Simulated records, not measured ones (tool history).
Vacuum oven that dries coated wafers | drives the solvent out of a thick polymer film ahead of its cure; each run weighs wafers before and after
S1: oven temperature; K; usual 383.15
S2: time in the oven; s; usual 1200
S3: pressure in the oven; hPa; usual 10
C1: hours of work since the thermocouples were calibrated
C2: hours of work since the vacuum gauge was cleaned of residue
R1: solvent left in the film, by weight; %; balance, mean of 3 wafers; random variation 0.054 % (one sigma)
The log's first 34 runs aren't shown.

run	day	S1	S2	S3	C1	C2	R1
35	40.192	383.15	1200	12.9	1041	77	2.62
36	41.621	374.15	1500	13.3	1065	101	4.02
37	42.483	374.15	1500	13.3	1079	115	4.04
# day 42.7: oven's thermocouples calibrated
38	44.104	376.15	780	10	23	141	5.3
39	45.029	376.15	1320	15.5	39	156	3.87
40	46.088	390.15	1440	5.6	56	174	0.75
41	47.688	390.15	1020	9	83	201	1.49
42	48.888	397.15	1020	8.4	103	221	0.81
43	50.496	372.15	1440	12.2	130	247	4.26
44	51.912	388.15	1440	12.2	153	271	1.57
45	53.142	369.15	1740	12.2	174	291	4.46
46	54.288	390.15	1560	28.4	193	310	2.77
47	55.896	390.15	1560	28.4	220	337	2.76
48	57.333	388.15	1200	10	244	361	1.58

3 ways to go on from here, each from the tool as it stands after run 48. What would each give?
A	58.754	388.15	1020	10	267	385	?
B	58.754	371.15	1200	10	267	385	?
C	58.754	388.15	1200	29.7	267	385	?

run	R1
A	1.95
B	4.99
C	3.38
Without the tool's hidden state the same runs would have given:
run	R1
A	1.79
B	4.75
C	3.21
